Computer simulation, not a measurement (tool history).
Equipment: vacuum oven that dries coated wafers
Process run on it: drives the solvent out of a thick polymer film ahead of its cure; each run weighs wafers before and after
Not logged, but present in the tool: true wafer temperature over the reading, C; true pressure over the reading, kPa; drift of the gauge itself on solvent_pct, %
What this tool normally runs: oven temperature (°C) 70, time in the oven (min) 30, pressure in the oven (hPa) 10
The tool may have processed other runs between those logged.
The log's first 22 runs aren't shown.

| run | hour | oven temperature (°C) | time in the oven (min) | pressure in the oven (hPa) | hours of work since the thermocouples were calibrated | hours of work since the vacuum gauge was cleaned of residue | solvent left in the film (%) |
|---|---|---|---|---|---|---|---|
| 23 | 466.1 | 64 | 29 | 10 | 1174 | 614 | 3.2 |
| 24 | 481.6 | 64 | 29 | 10 | 1184 | 624 | 3.14 |
| 25 | 508.3 | 69 | 18 | 10 | 1201 | 641 | 4.65 |
| 26 | 529.4 | 69 | 18 | 10 | 1214 | 654 | 4.65 |
| 27 | 554.3 | 82 | 40 | 25 | 1230 | 670 | 0.48 |
| 28 | 572.1 | 75 | 30 | 5.8 | 1241 | 681 | 0.9 |
| 29 | 591.9 | 59 | 35 | 10 | 1254 | 694 | 3.54 |
| 30 | 607.8 | 82 | 18 | 10 | 1264 | 704 | 1.59 |
| 31 | 623.9 | 82 | 16 | 31.8 | 1274 | 714 | 2.4 |
| 32 | 649.2 | 73 | 30 | 10 | 1291 | 730 | 1.25 |
| 33 | 677.6 | 80 | 29 | 10 | 1309 | 749 | 0.61 |
| 34 | 706.4 | 63 | 30 | 9.2 | 1327 | 767 | 3.25 |
| 35 | 722.5 | 57 | 42 | 10 | 1337 | 777 | 3.02 |
| 36 | 744.9 | 67 | 42 | 10 | 1352 | 792 | 1.11 |
| 37 | 769 | 77 | 30 | 20 | 1367 | 807 | 0.98 |
| 38 | 797.3 | 78 | 32 | 26.8 | 1385 | 825 | 0.92 |
|  | 810.9 | oven's thermocouples calibrated |
| 39 | 820.8 | 70 | 30 | 14 | 6 | 839 | 1.81 |
| 40 | 833.6 | 70 | 30 | 14 | 14 | 847 | 1.84 |
| 41 | 861.6 | 70 | 30 | 5.1 | 32 | 865 | 1.59 |

What if the next run were any one of these 3? Each begins from the tool's condition after run 41:
| A | 880 | 78 | 30 | 5.9 | 44 | 876 | ? |
| B | 880 | 70 | 25 | 5.1 | 44 | 876 | ? |
| C | 880 | 70 | 38 | 11.3 | 44 | 876 | ? |

| run | solvent left in the film (%) |
|---|---|
| A | 0.62 |
| B | 2.39 |
| C | 1.06 |
With the hidden condition removed and each run's random variation left untouched, the same runs would have given:
| run | solvent left in the film (%) |
|---|---|
| A | 0.62 |
| B | 2.39 |
| C | 1.06 |
